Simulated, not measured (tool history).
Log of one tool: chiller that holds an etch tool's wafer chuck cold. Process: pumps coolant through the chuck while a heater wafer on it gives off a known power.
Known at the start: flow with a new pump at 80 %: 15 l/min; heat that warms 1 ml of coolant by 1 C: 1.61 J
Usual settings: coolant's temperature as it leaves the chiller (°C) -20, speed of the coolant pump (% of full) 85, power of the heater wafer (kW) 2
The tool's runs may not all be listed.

| run | day | coolant's temperature as it leaves the chiller (°C) | speed of the coolant pump (% of full) | power of the heater wafer (kW) | chuck's temperature once it has settled (°C) | how much warmer the coolant comes back (C) |
|---|---|---|---|---|---|---|
| 1 | 0 | -20 | 85 | 2 | 0.6 | 4.64 |
| 2 | 4.962 | -20 | 85 | 2 | 0.7 | 4.71 |
| 3 | 8.108 | -20 | 85 | 2 | 0.9 | 4.65 |
| 4 | 11.654 | -20 | 74 | 2 | 2.8 | 5.41 |
| 5 | 17.388 | -20 | 74 | 2 | 2.6 | 5.42 |
| 6 | 20.683 | -20 | 74 | 2 | 2.8 | 5.45 |
| 7 | 26.05 | -22 | 67 | 2 | 2.5 | 6.16 |
| 8 | 30.762 | -22 | 67 | 2 | 2.5 | 6.13 |
| 9 | 35.775 | -20 | 76 | 2 | 2.4 | 5.29 |
| 10 | 39.667 | -20 | 76 | 2 | 2.3 | 5.38 |
| 11 | 44.246 | -22 | 70 | 1.011 | -10 | 3.02 |
| 12 | 50.967 | -19 | 61 | 1.009 | -5.7 | 3.53 |

Measured less the same run without the tool's hidden state. The same run-to-run variation is in both; the gauge's scatter may not be:
The hidden state here: heat passed by the chuck's channels, % of clean ones'; flow at a given pump speed, % of a new pump's; coolant's true temperature over the reading, C; drift of the gauge itself on chuck_c, C; drift of the gauge itself on warmer_back_c, C.
| run | how much warmer the coolant comes back (C) |
|---|---|
| 1 | +0 |
| 2 | +0.02 |
| 3 | +0.02 |
| 4 | +0.04 |
| 5 | +0.05 |
| 6 | +0.06 |
| 7 | +0.07 |
| 8 | +0.1 |
| 9 | +0.11 |
| 10 | +0.12 |
| 11 | +0.13 |
| 12 | +0.14 |
chuck's temperature once it has settled (°C): 0 in every run.
